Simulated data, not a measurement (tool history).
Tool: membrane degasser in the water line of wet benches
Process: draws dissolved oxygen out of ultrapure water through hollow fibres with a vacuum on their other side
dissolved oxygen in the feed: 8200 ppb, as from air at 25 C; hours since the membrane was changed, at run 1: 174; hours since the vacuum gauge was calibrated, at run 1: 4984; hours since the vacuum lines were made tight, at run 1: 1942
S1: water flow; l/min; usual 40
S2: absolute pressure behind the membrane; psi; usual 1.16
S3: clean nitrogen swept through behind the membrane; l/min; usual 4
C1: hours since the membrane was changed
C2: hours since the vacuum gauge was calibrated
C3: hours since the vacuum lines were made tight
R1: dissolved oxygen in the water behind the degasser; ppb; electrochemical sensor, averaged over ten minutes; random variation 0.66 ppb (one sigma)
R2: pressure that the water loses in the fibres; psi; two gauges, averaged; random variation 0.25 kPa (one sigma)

| run | hour | S1 | S2 | S3 | C1 | C2 | C3 | R1 | R2 |
|---|---|---|---|---|---|---|---|---|---|
| 1 | 0 | 40 | 1.16 | 4 | 174 | 4984 | 1942 | 127.7 | 9.722 |
| 2 | 37.3 | 40 | 1.16 | 4 | 211 | 5021 | 1979 | 127.5 | 9.723 |
| 3 | 82.1 | 40 | 1.16 | 4 | 256 | 5066 | 2024 | 127.9 | 9.731 |
| 4 | 121.2 | 40 | 1.16 | 4 | 295 | 5105 | 2063 | 129.3 | 9.675 |
| 5 | 147.2 | 40 | 1.16 | 5.96 | 321 | 5131 | 2089 | 93 | 9.703 |
| 6 | 177 | 40 | 1.16 | 4 | 350 | 5161 | 2119 | 129 | 9.69 |
| 7 | 201.9 | 40 | 1.16 | 4 | 375 | 5186 | 2144 | 128.8 | 9.684 |
| 8 | 230.1 | 40 | 1.16 | 2.89 | 404 | 5214 | 2172 | 167.9 | 9.703 |
| 9 | 278.8 | 40 | 1.16 | 2.89 | 452 | 5262 | 2221 | 169.1 | 9.686 |
| 10 | 322.6 | 40 | 1.16 | 2.89 | 496 | 5306 | 2265 | 167.4 | 9.79 |
| 11 | 365.7 | 40 | 1.16 | 2.47 | 539 | 5349 | 2308 | 192.3 | 9.738 |
| 12 | 396.1 | 40 | 1.16 | 2.47 | 570 | 5380 | 2338 | 192.5 | 9.677 |
| 13 | 436.6 | 40 | 1.16 | 3.09 | 610 | 5420 | 2379 | 159.1 | 9.723 |
| 14 | 482.8 | 40 | 1.16 | 3.09 | 656 | 5467 | 2425 | 160.1 | 9.784 |
| 15 | 508.7 | 40 | 1.16 | 3.09 | 682 | 5492 | 2451 | 158.8 | 9.781 |
| 16 | 541.9 | 40 | 1.194 | 5.3 | 715 | 5526 | 2484 | 106.4 | 9.77 |
| 17 | 563.4 | 46 | 1.595 | 10.03 | 737 | 5547 | 2505 | 115 | 11.18 |
| 18 | 590.1 | 33 | 2.743 | 4.2 | 764 | 5574 | 2532 | 294.3 | 8 |
| 19 | 625.3 | 40 | 0.906 | 6.04 | 799 | 5609 | 2567 | 64.4 | 9.735 |
| 20 | 664.8 | 40 | 0.906 | 6.04 | 838 | 5648 | 2607 | 64.6 | 9.712 |
| 21 | 690.3 | 44 | 0.906 | 1.98 | 864 | 5674 | 2632 | 173.3 | 10.708 |
| 22 | 724.7 | 40 | 0.73 | 3.03 | 898 | 5708 | 2667 | 73.6 | 9.78 |
| 23 | 768.4 | 40 | 1.16 | 2.57 | 942 | 5752 | 2710 | 186.6 | 9.706 |
| 24 | 793.7 | 40 | 1.16 | 2.57 | 967 | 5777 | 2736 | 186.2 | 9.761 |
| 25 | 815.6 | 40 | 1.897 | 6.73 | 989 | 5799 | 2757 | 156.1 | 9.731 |
| 26 | 854.8 | 40 | 2.245 | 6.73 | 1028 | 5838 | 2797 | 190.4 | 9.706 |
| 27 | 902 | 26 | 0.77 | 6.73 | 1076 | 5886 | 2844 | 22.6 | 6.306 |
| 28 | 944.1 | 46 | 0.77 | 4 | 1118 | 5928 | 2886 | 85.2 | 11.214 |
| 29 | 966.8 | 26 | 0.77 | 4 | 1140 | 5950 | 2909 | 36 | 6.308 |

4 ways to go on from here, each from the tool as it stands after run 29. What would each give?
| A | 1000.8 | 25 | 0.77 | 4 | 1174 | 5985 | 2943 | ? | ? |
| B | 1000.8 | 40 | 1.16 | 9.22 | 1174 | 5985 | 2943 | ? | ? |
| C | 1000.8 | 26 | 1.813 | 3.56 | 1174 | 5985 | 2943 | ? | ? |
| D | 1000.8 | 32 | 1.867 | 11.72 | 1174 | 5985 | 2943 | ? | ? |

| run | R1 | R2 |
|---|---|---|
| A | 34.2 | 6.044 |
| B | 66.6 | 9.725 |
| C | 165.2 | 6.377 |
| D | 70.6 | 7.812 |
Without the tool's hidden state the same runs would have given:
| run | R1 | R2 |
|---|---|---|
| A | 32.6 | 6 |
| B | 64.8 | 9.654 |
| C | 162 | 6.331 |
| D | 69.2 | 7.755 |
